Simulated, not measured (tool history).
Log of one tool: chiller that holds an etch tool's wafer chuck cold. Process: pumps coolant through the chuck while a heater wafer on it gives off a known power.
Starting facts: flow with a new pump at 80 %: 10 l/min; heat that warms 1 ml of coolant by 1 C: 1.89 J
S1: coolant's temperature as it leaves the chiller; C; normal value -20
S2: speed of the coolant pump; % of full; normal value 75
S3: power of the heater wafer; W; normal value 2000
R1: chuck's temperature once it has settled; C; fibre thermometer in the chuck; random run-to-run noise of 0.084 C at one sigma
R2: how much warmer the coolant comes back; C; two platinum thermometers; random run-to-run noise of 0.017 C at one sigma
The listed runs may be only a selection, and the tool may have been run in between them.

run 1 hour=0 | S1=-20 S2=75 S3=2000 | R1=-4.03 R2=6.82
run 2 hour=61.7 | S1=-20 S2=75 S3=2000 | R1=-4.05 R2=6.81
run 3 hour=138.7 | S1=-20 S2=75 S3=2000 | R1=-4.07 R2=6.76
run 4 hour=225.4 | S1=-28 S2=75 S3=2000 | R1=-12 R2=6.81
run 5 hour=285.7 | S1=-20 S2=75 S3=2000 | R1=-4.02 R2=6.79
run 6 hour=381.1 | S1=-20 S2=75 S3=2000 | R1=-4.05 R2=6.82
run 7 hour=500.3 | S1=-20 S2=75 S3=2000 | R1=-3.93 R2=6.81
run 8 hour=553.5 | S1=-20 S2=75 S3=2000 | R1=-3.98 R2=6.8
run 9 hour=649.4 | S1=-20 S2=75 S3=2000 | R1=-4.12 R2=6.85
run 10 hour=726 | S1=-20 S2=75 S3=2000 | R1=-4.13 R2=6.85
run 11 hour=852 | S1=-14 S2=75 S3=2809 | R1=8.65 R2=9.58
run 12 hour=975.9 | S1=-20 S2=69 S3=2025 | R1=-3.04 R2=7.52
run 13 hour=1078.6 | S1=-20 S2=69 S3=2025 | R1=-3.07 R2=7.52
run 14 hour=1134.9 | S1=-20 S2=71 S3=1120 | R1=-10.76 R2=4.12
-- hour=1174.7 coolant changed, channels flushed
run 15 hour=1262 | S1=-20 S2=71 S3=1144 | R1=-10.46 R2=4.18
run 16 hour=1315.4 | S1=-20 S2=71 S3=1144 | R1=-10.46 R2=4.21
run 17 hour=1394.4 | S1=-20 S2=71 S3=1144 | R1=-10.55 R2=4.18
run 18 hour=1499 | S1=-20 S2=71 S3=1144 | R1=-10.56 R2=4.19
run 19 hour=1597.5 | S1=-20 S2=71 S3=1144 | R1=-10.81 R2=4.19

Alternative continuations, all from the tool just after run 19; predict every row:
run A hour=1701.2 | S1=-13 S2=98 S3=2990 | R1=? R2=?
run B hour=1701.2 | S1=-26 S2=75 S3=2769 | R1=? R2=?
run C hour=1701.2 | S1=-27 S2=71 S3=1474 | R1=? R2=?

run=A R1=7.85 R2=7.9
run=B R1=-3.93 R2=9.51
run=C R1=-14.87 R2=5.41
With the hidden condition removed and each run's random variation left untouched, the same runs would have given:
run=A R1=7.84 R2=7.77
run=B R1=-3.94 R2=9.37
run=C R1=-14.88 R2=5.27
